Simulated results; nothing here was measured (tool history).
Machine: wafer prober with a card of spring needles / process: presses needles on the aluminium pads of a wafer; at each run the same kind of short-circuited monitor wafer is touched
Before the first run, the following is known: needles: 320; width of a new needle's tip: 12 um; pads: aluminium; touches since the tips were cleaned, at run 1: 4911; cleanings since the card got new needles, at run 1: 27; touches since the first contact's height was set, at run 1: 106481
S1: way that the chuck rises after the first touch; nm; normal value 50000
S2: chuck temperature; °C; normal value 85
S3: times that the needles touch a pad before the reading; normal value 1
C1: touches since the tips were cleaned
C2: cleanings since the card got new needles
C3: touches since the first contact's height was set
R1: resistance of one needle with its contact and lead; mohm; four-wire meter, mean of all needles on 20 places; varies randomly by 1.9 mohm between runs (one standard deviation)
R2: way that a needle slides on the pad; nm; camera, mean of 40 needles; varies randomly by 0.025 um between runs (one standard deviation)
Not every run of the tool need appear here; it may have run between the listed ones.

| run | day | S1 | S2 | S3 | C1 | C2 | C3 | R1 | R2 |
|---|---|---|---|---|---|---|---|---|---|
| 1 | 0 | 50000 | 85 | 1 | 4911 | 27 | 106481 | 308 | 8380 |
|  | 0.312 | tips cleaned on abrasive film |
|  | 1.046 | tips cleaned on abrasive film |
|  | 1.754 | tips cleaned on abrasive film |
| 2 | 1.754 | 50000 | 85 | 2 | 0 | 30 | 130956 | 207 | 8220 |
|  | 2.529 | tips cleaned on abrasive film |
|  | 3.262 | tips cleaned on abrasive film |
| 3 | 3.275 | 50000 | 85 | 2 | 138 | 32 | 152138 | 212 | 8210 |
|  | 3.967 | tips cleaned on abrasive film |
|  | 4.729 | tips cleaned on abrasive film |
|  | 5.162 | height of the first contact set anew |
|  | 5.433 | tips cleaned on abrasive film |
| 4 | 5.575 | 50000 | 85 | 2 | 2000 | 35 | 5752 | 233 | 8020 |
|  | 6.167 | tips cleaned on abrasive film |
|  | 6.942 | tips cleaned on abrasive film |
|  | 7.562 | tips cleaned on abrasive film |
| 5 | 7.642 | 50000 | 85 | 1 | 1152 | 38 | 34581 | 245 | 7920 |
|  | 8.258 | tips cleaned on abrasive film |
|  | 8.996 | tips cleaned on abrasive film |
|  | 9.692 | tips cleaned on abrasive film |
| 6 | 10.15 | 32000 | 85 | 1 | 6432 | 41 | 69581 | 464 | 4820 |
|  | 10.438 | tips cleaned on abrasive film |
|  | 11.058 | tips cleaned on abrasive film |
|  | 11.754 | tips cleaned on abrasive film |
|  | 12.525 | tips cleaned on abrasive film |
| 7 | 12.538 | 32000 | 85 | 1 | 151 | 45 | 102878 | 260 | 4780 |
|  | 13.158 | tips cleaned on abrasive film |
|  | 13.896 | tips cleaned on abrasive film |
|  | 14.571 | tips cleaned on abrasive film |
| 8 | 15.05 | 32000 | 85 | 1 | 6771 | 48 | 137996 | 508 | 4680 |
|  | 15.212 | tips cleaned on abrasive film |
|  | 15.95 | tips cleaned on abrasive film |
| 9 | 16.171 | 32000 | 85 | 1 | 3106 | 50 | 153581 | 405 | 4680 |
|  | 16.621 | tips cleaned on abrasive film |
|  | 17.083 | height of the first contact set anew, once more |
|  | 17.383 | tips cleaned on abrasive film |
|  | 18.138 | tips cleaned on abrasive film |
| 10 | 18.138 | 32000 | 85 | 1 | 0 | 53 | 14647 | 239 | 5380 |
|  | 18.904 | tips cleaned on abrasive film |
|  | 19.525 | tips cleaned on abrasive film |
|  | 20.275 | tips cleaned on abrasive film |
| 11 | 20.396 | 50000 | 76 | 1 | 1704 | 56 | 46193 | 254 | 8350 |
|  | 21.004 | tips cleaned on abrasive film |
|  | 21.733 | tips cleaned on abrasive film |
|  | 22.471 | tips cleaned on abrasive film |
| 12 | 22.796 | 48000 | 85 | 1 | 4571 | 59 | 79682 | 314 | 7960 |
|  | 23.108 | tips cleaned on abrasive film |
|  | 23.858 | tips cleaned on abrasive film |
|  | 24.608 | tips cleaned on abrasive film |
| 13 | 25.217 | 36000 | 85 | 1 | 8535 | 62 | 113529 | 442 | 5920 |
|  | 25.375 | tips cleaned on abrasive film |
|  | 26.146 | tips cleaned on abrasive film |
|  | 26.821 | tips cleaned on abrasive film |
| 14 | 26.825 | 46000 | 85 | 1 | 66 | 65 | 135894 | 211 | 7540 |
|  | 27.554 | tips cleaned on abrasive film |
|  | 28.171 | tips cleaned on abrasive film |
|  | 28.833 | tips cleaned on abrasive film |
| 15 | 29 | 46000 | 85 | 1 | 2351 | 68 | 166286 | 285 | 7480 |
|  | 29.554 | tips cleaned on abrasive film |
|  | 29.829 | height of the first contact set anew |
|  | 30.292 | tips cleaned on abrasive film |
| 16 | 30.633 | 46000 | 85 | 1 | 4785 | 70 | 11213 | 331 | 7780 |
|  | 30.917 | tips cleaned on abrasive film |
|  | 31.662 | tips cleaned on abrasive film |
|  | 32.354 | tips cleaned on abrasive film |
| 17 | 32.829 | 32000 | 118 | 1 | 6699 | 73 | 41884 | 447 | 5360 |
|  | 32.983 | tips cleaned on abrasive film |
|  | 33.758 | tips cleaned on abrasive film |
| 18 | 33.954 | 32000 | 118 | 1 | 2752 | 75 | 57535 | 372 | 5330 |
|  | 34.421 | tips cleaned on abrasive film |
|  | 35.196 | tips cleaned on abrasive film |
|  | 35.912 | tips cleaned on abrasive film |
|  | 36.638 | tips cleaned on abrasive film |
| 19 | 36.638 | 60000 | 44 | 1 | 0 | 79 | 94990 | 204 | 10000 |
|  | 37.321 | tips cleaned on abrasive film |
|  | 37.942 | tips cleaned on abrasive film |
|  | 38.704 | tips cleaned on abrasive film |
| 20 | 38.917 | 49000 | 85 | 3 | 3017 | 82 | 126801 | 235 | 8060 |
|  | 39.383 | tips cleaned on abrasive film |
|  | 40.121 | tips cleaned on abrasive film |
| 21 | 40.121 | 49000 | 86 | 2 | 0 | 84 | 143537 | 215 | 8010 |
|  | 40.892 | tips cleaned on abrasive film |
|  | 41.6 | tips cleaned on abrasive film |
| 22 | 41.6 | 43000 | 65 | 1 | 0 | 86 | 164219 | 208 | 6950 |
|  | 42.321 | tips cleaned on abrasive film |
|  | 42.617 | height of the first contact set anew |
|  | 43.042 | tips cleaned on abrasive film |
|  | 43.796 | tips cleaned on abrasive film |
| 23 | 43.958 | 43000 | 65 | 1 | 2318 | 89 | 18714 | 300 | 7250 |
|  | 44.517 | tips cleaned on abrasive film |
|  | 45.2 | tips cleaned on abrasive film |
| 24 | 45.617 | 50000 | 51 | 1 | 5833 | 91 | 41876 | 321 | 8400 |
|  | 45.9 | tips cleaned on abrasive film |
|  | 46.675 | tips cleaned on abrasive film |
|  | 47.408 | tips cleaned on abrasive film |
| 25 | 47.988 | 59000 | 85 | 1 | 8147 | 94 | 74965 | 310 | 9830 |
|  | 48.1 | tips cleaned on abrasive film |
|  | 48.804 | tips cleaned on abrasive film |
|  | 49.579 | tips cleaned on abrasive film |
| 26 | 49.946 | 50000 | 40 | 1 | 5164 | 97 | 102301 | 332 | 8290 |
|  | 50.229 | tips cleaned on abrasive film |
|  | 50.967 | tips cleaned on abrasive film |
|  | 51.738 | tips cleaned on abrasive film |
|  | 52.483 | tips cleaned on abrasive film |
| 27 | 52.496 | 50000 | 43 | 1 | 146 | 101 | 137828 | 207 | 8240 |

What differs in the tool's unlogged condition from the final listed run ahead of each entry between runs to the first listed run following it?
In the gap between runs 1 and 2: tips cleaned on abrasive film (day 0.312); tips cleaned on abrasive film (day 1.046); tips cleaned on abrasive film (day 1.754)
  debris on the tips, nm: 151 -> 17.4; way that the needles fall short of the set height, um: 1 -> 1.31; tips' diameter, um: 12.93 -> 13.04
  measured less the result without the state, R1: +107 -> +8 mohm; R2: -170 -> -220 nm
In the gap between runs 2 and 3: tips cleaned on abrasive film (day 2.529); tips cleaned on abrasive film (day 3.262)
  debris on the tips, nm: 17.4 -> 25.3; way that the needles fall short of the set height, um: 1.31 -> 1.51; tips' diameter, um: 13.04 -> 13.11
  measured less the result without the state, R1: +8 -> +12 mohm; R2: -220 -> -260 nm
In the gap between runs 3 and 4: tips cleaned on abrasive film (day 3.967); tips cleaned on abrasive film (day 4.729); height of the first contact set anew (day 5.162); tips cleaned on abrasive film (day 5.433)
  debris on the tips, nm: 25.3 -> 77; way that the needles fall short of the set height, um: 1.51 -> 2.83; tips' diameter, um: 13.11 -> 13.24
  measured less the result without the state, R1: +12 -> +36 mohm; R2: -260 -> -470 nm
In the gap between runs 4 and 5: tips cleaned on abrasive film (day 6.167); tips cleaned on abrasive film (day 6.942); tips cleaned on abrasive film (day 7.562)
  debris on the tips, nm: 77 -> 57.2; way that the needles fall short of the set height, um: 2.83 -> 3.17; tips' diameter, um: 13.24 -> 13.36
  measured less the result without the state, R1: +36 -> +47 mohm; R2: -470 -> -530 nm
In the gap between runs 5 and 6: tips cleaned on abrasive film (day 8.258); tips cleaned on abrasive film (day 8.996); tips cleaned on abrasive film (day 9.692)
  debris on the tips, nm: 57.2 -> 143.4; way that the needles fall short of the set height, um: 3.17 -> 3.52; tips' diameter, um: 13.36 -> 13.48
  measured less the result without the state, R1: +47 -> +259 mohm; R2: -530 -> -600 nm
In the gap between runs 6 and 7: tips cleaned on abrasive film (day 10.438); tips cleaned on abrasive film (day 11.058); tips cleaned on abrasive film (day 11.754); tips cleaned on abrasive film (day 12.525)
  debris on the tips, nm: 143.4 -> 26.3; way that the needles fall short of the set height, um: 3.52 -> 3.93; tips' diameter, um: 13.48 -> 13.62
  measured less the result without the state, R1: +259 -> +54 mohm; R2: -600 -> -660 nm
In the gap between runs 7 and 8: tips cleaned on abrasive film (day 13.158); tips cleaned on abrasive film (day 13.896); tips cleaned on abrasive film (day 14.571)
  debris on the tips, nm: 26.3 -> 162.1; way that the needles fall short of the set height, um: 3.93 -> 4.26; tips' diameter, um: 13.62 -> 13.74
  measured less the result without the state, R1: +54 -> +307 mohm; R2: -660 -> -720 nm
In the gap between runs 8 and 9: tips cleaned on abrasive film (day 15.212); tips cleaned on abrasive film (day 15.95)
  debris on the tips, nm: 162.1 -> 101.6; way that the needles fall short of the set height, um: 4.26 -> 4.44; tips' diameter, um: 13.74 -> 13.8
  measured less the result without the state, R1: +307 -> +202 mohm; R2: -720 -> -750 nm
In the gap between runs 9 and 10: tips cleaned on abrasive film (day 16.621); height of the first contact set anew, once more (day 17.083); tips cleaned on abrasive film (day 17.383); tips cleaned on abrasive film (day 18.138)
  debris on the tips, nm: 101.6 -> 18.9; way that the needles fall short of the set height, um: 4.44 -> 0.21; tips' diameter, um: 13.8 -> 13.9
  measured less the result without the state, R1: +202 -> +32 mohm; R2: -750 -> -30 nm
In the gap between runs 10 and 11: tips cleaned on abrasive film (day 18.904); tips cleaned on abrasive film (day 19.525); tips cleaned on abrasive film (day 20.275)
  debris on the tips, nm: 18.9 -> 73.9; way that the needles fall short of the set height, um: 0.21 -> 0.52; tips' diameter, um: 13.9 -> 14.01
  measured less the result without the state, R1: +32 -> +58 mohm; R2: -30 -> -90 nm
In the gap between runs 11 and 12: tips cleaned on abrasive film (day 21.004); tips cleaned on abrasive film (day 21.733); tips cleaned on abrasive film (day 22.471)
  debris on the tips, nm: 73.9 -> 131.7; way that the needles fall short of the set height, um: 0.52 -> 0.83; tips' diameter, um: 14.01 -> 14.11
  measured less the result without the state, R1: +58 -> +110 mohm; R2: -90 -> -140 nm
In the gap between runs 12 and 13: tips cleaned on abrasive film (day 23.108); tips cleaned on abrasive film (day 23.858); tips cleaned on abrasive film (day 24.608)
  debris on the tips, nm: 131.7 -> 170.2; way that the needles fall short of the set height, um: 0.83 -> 1.16; tips' diameter, um: 14.11 -> 14.23
  measured less the result without the state, R1: +110 -> +237 mohm; R2: -140 -> -200 nm
In the gap between runs 13 and 14: tips cleaned on abrasive film (day 25.375); tips cleaned on abrasive film (day 26.146); tips cleaned on abrasive film (day 26.821)
  debris on the tips, nm: 170.2 -> 10.7; way that the needles fall short of the set height, um: 1.16 -> 1.47; tips' diameter, um: 14.23 -> 14.34
  measured less the result without the state, R1: +237 -> +12 mohm; R2: -200 -> -250 nm
In the gap between runs 14 and 15: tips cleaned on abrasive film (day 27.554); tips cleaned on abrasive film (day 28.171); tips cleaned on abrasive film (day 28.833)
  debris on the tips, nm: 10.7 -> 88.2; way that the needles fall short of the set height, um: 1.47 -> 1.75; tips' diameter, um: 14.34 -> 14.44
  measured less the result without the state, R1: +12 -> +85 mohm; R2: -250 -> -300 nm
In the gap between runs 15 and 16: tips cleaned on abrasive film (day 29.554); height of the first contact set anew (day 29.829); tips cleaned on abrasive film (day 30.292)
  debris on the tips, nm: 88.2 -> 140.7; way that the needles fall short of the set height, um: 1.75 -> 0.13; tips' diameter, um: 14.44 -> 14.52
  measured less the result without the state, R1: +85 -> +128 mohm; R2: -300 -> -20 nm
In the gap between runs 16 and 17: tips cleaned on abrasive film (day 30.917); tips cleaned on abrasive film (day 31.662); tips cleaned on abrasive film (day 32.354)
  debris on the tips, nm: 140.7 -> 147.1; way that the needles fall short of the set height, um: 0.13 -> 0.43; tips' diameter, um: 14.52 -> 14.63
  measured less the result without the state, R1: +128 -> +235 mohm; R2: -20 -> -70 nm
In the gap between runs 17 and 18: tips cleaned on abrasive film (day 32.983); tips cleaned on abrasive film (day 33.758)
  debris on the tips, nm: 147.1 -> 93.8; way that the needles fall short of the set height, um: 0.43 -> 0.62; tips' diameter, um: 14.63 -> 14.69
  measured less the result without the state, R1: +235 -> +156 mohm; R2: -70 -> -110 nm
In the gap between runs 18 and 19: tips cleaned on abrasive film (day 34.421); tips cleaned on abrasive film (day 35.196); tips cleaned on abrasive film (day 35.912); tips cleaned on abrasive film (day 36.638)
  debris on the tips, nm: 93.8 -> 17.6; way that the needles fall short of the set height, um: 0.62 -> 1.05; tips' diameter, um: 14.69 -> 14.84
  measured less the result without the state, R1: +156 -> +14 mohm; R2: -110 -> -180 nm
In the gap between runs 19 and 20: tips cleaned on abrasive film (day 37.321); tips cleaned on abrasive film (day 37.942); tips cleaned on abrasive film (day 38.704)
  debris on the tips, nm: 17.6 -> 104.6; way that the needles fall short of the set height, um: 1.05 -> 1.33; tips' diameter, um: 14.84 -> 14.94
  measured less the result without the state, R1: +14 -> +36 mohm; R2: -180 -> -220 nm
In the gap between runs 20 and 21: tips cleaned on abrasive film (day 39.383); tips cleaned on abrasive film (day 40.121)
  debris on the tips, nm: 104.6 -> 22.2; way that the needles fall short of the set height, um: 1.33 -> 1.54; tips' diameter, um: 14.94 -> 15.01
  measured less the result without the state, R1: +36 -> +15 mohm; R2: -220 -> -260 nm
In the gap between runs 21 and 22: tips cleaned on abrasive film (day 40.892); tips cleaned on abrasive film (day 41.6)
  debris on the tips, nm: 22.2 -> 7.6; way that the needles fall short of the set height, um: 1.54 -> 1.73; tips' diameter, um: 15.01 -> 15.08
  measured less the result without the state, R1: +15 -> +12 mohm; R2: -260 -> -290 nm
In the gap between runs 22 and 23: tips cleaned on abrasive film (day 42.321); height of the first contact set anew (day 42.617); tips cleaned on abrasive film (day 43.042); tips cleaned on abrasive film (day 43.796)
  debris on the tips, nm: 7.6 -> 96.6; way that the needles fall short of the set height, um: 1.73 -> 0.15; tips' diameter, um: 15.08 -> 15.16
  measured less the result without the state, R1: +12 -> +107 mohm; R2: -290 -> -30 nm
In the gap between runs 23 and 24: tips cleaned on abrasive film (day 44.517); tips cleaned on abrasive film (day 45.2)
  debris on the tips, nm: 96.6 -> 145; way that the needles fall short of the set height, um: 0.15 -> 0.36; tips' diameter, um: 15.16 -> 15.24
  measured less the result without the state, R1: +107 -> +129 mohm; R2: -30 -> -60 nm
In the gap between runs 24 and 25: tips cleaned on abrasive film (day 45.9); tips cleaned on abrasive film (day 46.675); tips cleaned on abrasive film (day 47.408)
  debris on the tips, nm: 145 -> 173.6; way that the needles fall short of the set height, um: 0.36 -> 0.66; tips' diameter, um: 15.24 -> 15.34
  measured less the result without the state, R1: +129 -> +113 mohm; R2: -60 -> -110 nm
In the gap between runs 25 and 26: tips cleaned on abrasive film (day 48.1); tips cleaned on abrasive film (day 48.804); tips cleaned on abrasive film (day 49.579)
  debris on the tips, nm: 173.6 -> 148.1; way that the needles fall short of the set height, um: 0.66 -> 0.97; tips' diameter, um: 15.34 -> 15.45
  measured less the result without the state, R1: +113 -> +140 mohm; R2: -110 -> -160 nm
In the gap between runs 26 and 27: tips cleaned on abrasive film (day 50.229); tips cleaned on abrasive film (day 50.967); tips cleaned on abrasive film (day 51.738); tips cleaned on abrasive film (day 52.483)
  debris on the tips, nm: 148.1 -> 13.9; way that the needles fall short of the set height, um: 0.97 -> 1.36; tips' diameter, um: 15.45 -> 15.59
  measured less the result without the state, R1: +140 -> +16 mohm; R2: -160 -> -230 nm

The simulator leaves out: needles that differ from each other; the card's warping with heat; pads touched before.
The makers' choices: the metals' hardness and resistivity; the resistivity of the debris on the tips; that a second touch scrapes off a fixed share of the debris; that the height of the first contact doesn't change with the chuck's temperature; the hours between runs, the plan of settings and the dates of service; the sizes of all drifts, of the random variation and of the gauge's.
